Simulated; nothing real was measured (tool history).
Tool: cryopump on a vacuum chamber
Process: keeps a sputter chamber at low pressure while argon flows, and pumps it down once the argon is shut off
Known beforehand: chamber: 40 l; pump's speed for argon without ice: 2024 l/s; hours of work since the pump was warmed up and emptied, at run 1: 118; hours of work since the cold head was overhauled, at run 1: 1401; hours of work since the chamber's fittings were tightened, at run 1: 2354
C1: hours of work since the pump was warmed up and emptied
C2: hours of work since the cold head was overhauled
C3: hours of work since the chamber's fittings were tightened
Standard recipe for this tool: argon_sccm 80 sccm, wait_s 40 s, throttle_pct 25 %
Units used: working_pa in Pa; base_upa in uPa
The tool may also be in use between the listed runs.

Run 1, hour 0.0: usual settings; C1 118; C2 1401; C3 2354. Result: working_pa 0.2729 Pa, base_upa 1.31 uPa.
Run 2, hour 67.3: usual settings but wait_s 226 s; C1 165; C2 1448; C3 2401. Result: working_pa 0.2743 Pa, base_upa 0.62 uPa.
Run 3, hour 160.9: usual settings but wait_s 154 s; C1 229; C2 1512; C3 2465. Result: working_pa 0.2745 Pa, base_upa 0.70 uPa.
Run 4, hour 217.5: usual settings but wait_s 154 s; C1 268; C2 1551; C3 2504. Result: working_pa 0.2770 Pa, base_upa 0.71 uPa.
Run 5, hour 273.0: usual settings; C1 306; C2 1589; C3 2542. Result: working_pa 0.2800 Pa, base_upa 1.30 uPa.
Run 6, hour 344.5: usual settings; C1 355; C2 1638; C3 2591. Result: working_pa 0.2808 Pa, base_upa 1.35 uPa.
At hour 421.8: pump warmed up, emptied and cooled again.
Run 7, hour 430.2: usual settings but wait_s 47 s; C1 6; C2 1694; C3 2647. Result: working_pa 0.2695 Pa, base_upa 1.11 uPa.
Run 8, hour 505.0: usual settings but wait_s 47 s; C1 57; C2 1745; C3 2698. Result: working_pa 0.2680 Pa, base_upa 1.16 uPa.
Run 9, hour 597.7: usual settings but wait_s 47 s; C1 121; C2 1809; C3 2762. Result: working_pa 0.2726 Pa, base_upa 1.17 uPa.
Run 10, hour 698.2: usual settings; C1 190; C2 1878; C3 2831. Result: working_pa 0.2742 Pa, base_upa 1.36 uPa.
Run 11, hour 791.1: usual settings but wait_s 286 s; C1 254; C2 1942; C3 2895. Result: working_pa 0.2765 Pa, base_upa 0.66 uPa.
Run 12, hour 845.7: usual settings but throttle_pct 50 %; C1 291; C2 1979; C3 2932. Result: working_pa 0.1435 Pa, base_upa 1.36 uPa.
Run 13, hour 924.9: usual settings but throttle_pct 50 %; C1 346; C2 2034; C3 2987. Result: working_pa 0.1471 Pa, base_upa 1.44 uPa.
At hour 1013.9: pump warmed up, emptied and cooled again.
Run 14, hour 1026.0: usual settings but throttle_pct 50 %; C1 8; C2 2100; C3 3053. Result: working_pa 0.1355 Pa, base_upa 1.36 uPa.
Run 15, hour 1073.4: usual settings; C1 41; C2 2132; C3 3085. Result: working_pa 0.2705 Pa, base_upa 1.36 uPa.
Run 16, hour 1123.6: usual settings; C1 75; C2 2167; C3 3120. Result: working_pa 0.2713 Pa, base_upa 1.35 uPa.

For run 17, what comes out?
Run 17, hour 1204.7: usual settings but argon_sccm 87 sccm; C1 131; C2 2223; C3 3176. Result: working_pa ?, base_upa ?.

{"run 17": {"working_pa": 0.2974, "base_upa": 1.37}}
With the hidden condition absent and the run-to-run variation left alone, this run would have shown working_pa 0.2913 Pa, base_upa 0.95 uPa.

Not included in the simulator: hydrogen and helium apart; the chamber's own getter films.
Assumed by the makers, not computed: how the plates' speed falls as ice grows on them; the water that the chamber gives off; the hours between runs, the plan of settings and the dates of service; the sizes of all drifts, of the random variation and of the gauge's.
